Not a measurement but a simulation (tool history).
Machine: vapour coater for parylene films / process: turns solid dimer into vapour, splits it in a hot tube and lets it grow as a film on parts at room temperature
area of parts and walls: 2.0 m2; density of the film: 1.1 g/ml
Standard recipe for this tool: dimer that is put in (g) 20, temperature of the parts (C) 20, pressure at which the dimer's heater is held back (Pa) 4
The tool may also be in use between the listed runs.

run    hour  dimer that is put in (g)  temperature of the parts (C)  pressure at which the dimer's heater is held back (Pa)  thickness of the film (um)
  1       0                        20                            20                                                       4                        4.99
  2    21.8                        20                            16                                                       4                        5.54
  3      57                        20                            20                                                   10.32                        4.27
  4    77.9                        20                            20                                                   10.32                        4.26
  5    98.2                        20                            20                                                   10.32                        4.27
  6   134.9                        20                            18                                                       4                        5.15
  7   168.5                        20                            20                                                       4                        4.86
  8   202.6                        20                            20                                                       4                        4.74
  9   221.9                        20                            20                                                       4                         4.7
 10   250.2                        10                            20                                                       4                        2.36
 11   286.4                        20                            20                                                   11.56                        3.98
 12   316.7                        20                            20                                                   11.56                        3.89
 13   334.4                        20                            20                                                   11.56                         3.9
 14   366.2                        20                            15                                                       4                        5.38
      390.7  -- trap's valve overhauled
 15   399.4                        20                            15                                                       4                        6.08
 16   423.7                        20                            15                                                       4                        5.98
 17   458.9                        20                            15                                                       4                        5.97
 18     480                        20                            15                                                       4                        6.01
 19     508                        20                            20                                                    5.49                        4.92
 20   529.3                        20                            20                                                       4                        5.17
 21   545.6                        20                            20                                                       4                        5.11
 22   569.4                        20                            20                                                       4                        5.08
 23   590.2                        20                            20                                                    7.77                        4.57
 24     627                        12                            21                                                       4                        2.96
 25   652.4                        12                            21                                                       4                        2.92
 26   684.5                        12                            21                                                       4                        2.87
 27   714.2                        12                            21                                                       4                        2.89
 28     744                        19                            13                                                     2.6                        6.06
 29   766.2                        20                            29                                                       4                        3.72
 30   783.6                        17                            13                                                    8.18                        4.54
 31   800.4                        11                            12                                                    5.21                        3.21
 32   816.6                        11                            12                                                    5.21                        3.22
 33   849.7                         8                            27                                                    2.69                        1.65
 34   884.2                         8                            27                                                    2.69                        1.66
 35   910.7                         8                            27                                                    2.69                        1.68
 36     940                         8                            27                                                    2.69                        1.65
 37   970.8                        20                            20                                                    5.99                        4.41
 38    1007                        11                            24                                                    5.99                        2.19
 39  1038.4                        11                            24                                                    5.99                        2.11
 40  1069.1                        11                            24                                                   10.15                        1.94
 41  1088.6                        23                            20                                                    2.65                        5.66
     1095.7  -- trap's valve overhauled
 42  1124.1                        27                            12                                                    2.02                        9.96
 43  1140.4                        27                            12                                                    2.02                        9.89
 44  1171.3                        27                            12                                                    2.02                        9.76
 45  1199.6                        32                            20                                                       4                        8.23
 46  1227.8                        15                            12                                                    2.58                         5.2

Consider 5 possible next runs. They are alternatives, not a sequence: every one starts from the tool as it was left by run 46. What does each give?
  A  1259.1                        26                            23                                                       2                           ?
  B  1259.1                        10                            13                                                    9.67                           ?
  C  1259.1                        26                            15                                                     6.8                           ?
  D  1259.1                        20                            24                                                    4.68                           ?
  E  1259.1                        17                            22                                                    2.09                           ?

run  thickness of the film (um)
  A                        6.83
  B                        2.68
  C                         7.1
  D                        4.41
  E                        4.52
With no hidden state in the tool, these same runs would have given:
run  thickness of the film (um)
  A                        7.15
  B                        2.81
  C                        7.43
  D                        4.62
  E                        4.73

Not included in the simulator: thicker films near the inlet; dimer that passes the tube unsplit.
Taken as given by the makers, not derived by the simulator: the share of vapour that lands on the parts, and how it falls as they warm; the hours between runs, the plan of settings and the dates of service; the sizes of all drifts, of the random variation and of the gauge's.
